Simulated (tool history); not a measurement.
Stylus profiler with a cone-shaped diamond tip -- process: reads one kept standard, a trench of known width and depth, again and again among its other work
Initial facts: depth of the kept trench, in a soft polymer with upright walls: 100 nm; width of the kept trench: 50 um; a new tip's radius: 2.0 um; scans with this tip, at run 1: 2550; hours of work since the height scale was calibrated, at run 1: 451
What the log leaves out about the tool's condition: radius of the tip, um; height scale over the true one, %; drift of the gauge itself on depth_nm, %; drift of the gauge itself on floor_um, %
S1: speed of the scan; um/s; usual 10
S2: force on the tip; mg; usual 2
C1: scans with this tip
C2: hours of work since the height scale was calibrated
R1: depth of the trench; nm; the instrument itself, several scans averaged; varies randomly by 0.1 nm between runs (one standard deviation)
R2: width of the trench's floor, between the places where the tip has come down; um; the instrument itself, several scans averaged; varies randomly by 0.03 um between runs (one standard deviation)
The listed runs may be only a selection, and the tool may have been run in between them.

run 1 hour=0 | S1=10 S2=2 | C1=2550 C2=451 | R1=101.44 R2=48.69
run 2 hour=94.3 | S1=10 S2=2 | C1=2885 C2=510 | R1=101.57 R2=48.71
run 3 hour=168.2 | S1=10 S2=2 | C1=3147 C2=557 | R1=101.43 R2=48.7
run 4 hour=224.1 | S1=10 S2=2 | C1=3345 C2=592 | R1=101.44 R2=48.74
run 5 hour=277.5 | S1=10 S2=2 | C1=3534 C2=625 | R1=101.41 R2=48.67
run 6 hour=321.6 | S1=10 S2=2 | C1=3691 C2=653 | R1=101.44 R2=48.71
run 7 hour=422.3 | S1=10 S2=2 | C1=4048 C2=716 | R1=101.34 R2=48.66
run 8 hour=476.3 | S1=10 S2=2 | C1=4240 C2=750 | R1=101.55 R2=48.71
run 9 hour=540.9 | S1=10 S2=1.87 | C1=4469 C2=791 | R1=101.41 R2=48.66
run 10 hour=607.5 | S1=10 S2=1.87 | C1=4705 C2=832 | R1=101.47 R2=48.7
run 11 hour=654.7 | S1=10 S2=1.87 | C1=4873 C2=862 | R1=101.3 R2=48.74
run 12 hour=723.6 | S1=10 S2=2 | C1=5117 C2=905 | R1=101.39 R2=48.71
run 13 hour=828.1 | S1=10 S2=2 | C1=5488 C2=971 | R1=101.57 R2=48.69
run 14 hour=926.1 | S1=6 S2=2 | C1=5836 C2=1032 | R1=101.4 R2=48.71
run 15 hour=997.4 | S1=10 S2=2 | C1=6089 C2=1077 | R1=101.7 R2=48.7
run 16 hour=1065.6 | S1=10 S2=2 | C1=6331 C2=1120 | R1=101.52 R2=48.71
run 17 hour=1158.9 | S1=25 S2=5.51 | C1=6661 C2=1178 | R1=102.92 R2=48.64
run 18 hour=1224.4 | S1=25 S2=4.31 | C1=6894 C2=1219 | R1=102.41 R2=48.67
run 19 hour=1291.4 | S1=2 S2=1.56 | C1=7131 C2=1262 | R1=101.35 R2=48.77
run 20 hour=1364.5 | S1=2 S2=1.56 | C1=7391 C2=1307 | R1=101.18 R2=48.73
run 21 hour=1411.2 | S1=2 S2=1.56 | C1=7557 C2=1337 | R1=101.39 R2=48.69
run 22 hour=1486.2 | S1=2 S2=1.56 | C1=7823 C2=1384 | R1=101.53 R2=48.73
run 23 hour=1531.4 | S1=2 S2=1.56 | C1=7983 C2=1412 | R1=101.35 R2=48.7
run 24 hour=1602.4 | S1=16 S2=2.25 | C1=8235 C2=1457 | R1=101.54 R2=48.62
run 25 hour=1678.2 | S1=13 S2=4.57 | C1=8504 C2=1504 | R1=102.44 R2=48.71
run 26 hour=1741.3 | S1=13 S2=4.57 | C1=8727 C2=1544 | R1=102.67 R2=48.72

Here are 3 independent what-if runs from the current tool condition. What would each one return?
run A hour=1786.3 | S1=8 S2=3.72 | C1=8887 C2=1572 | R1=? R2=?
run B hour=1786.3 | S1=16 S2=4.57 | C1=8887 C2=1572 | R1=? R2=?
run C hour=1786.3 | S1=10 S2=3.46 | C1=8887 C2=1572 | R1=? R2=?

run=A R1=102.19 R2=48.7
run=B R1=102.52 R2=48.65
run=C R1=102.28 R2=48.73
With the hidden condition removed and each run's random variation left untouched, the same runs would have given:
run=A R1=102.2 R2=48.71
run=B R1=102.53 R2=48.66
run=C R1=102.28 R2=48.73
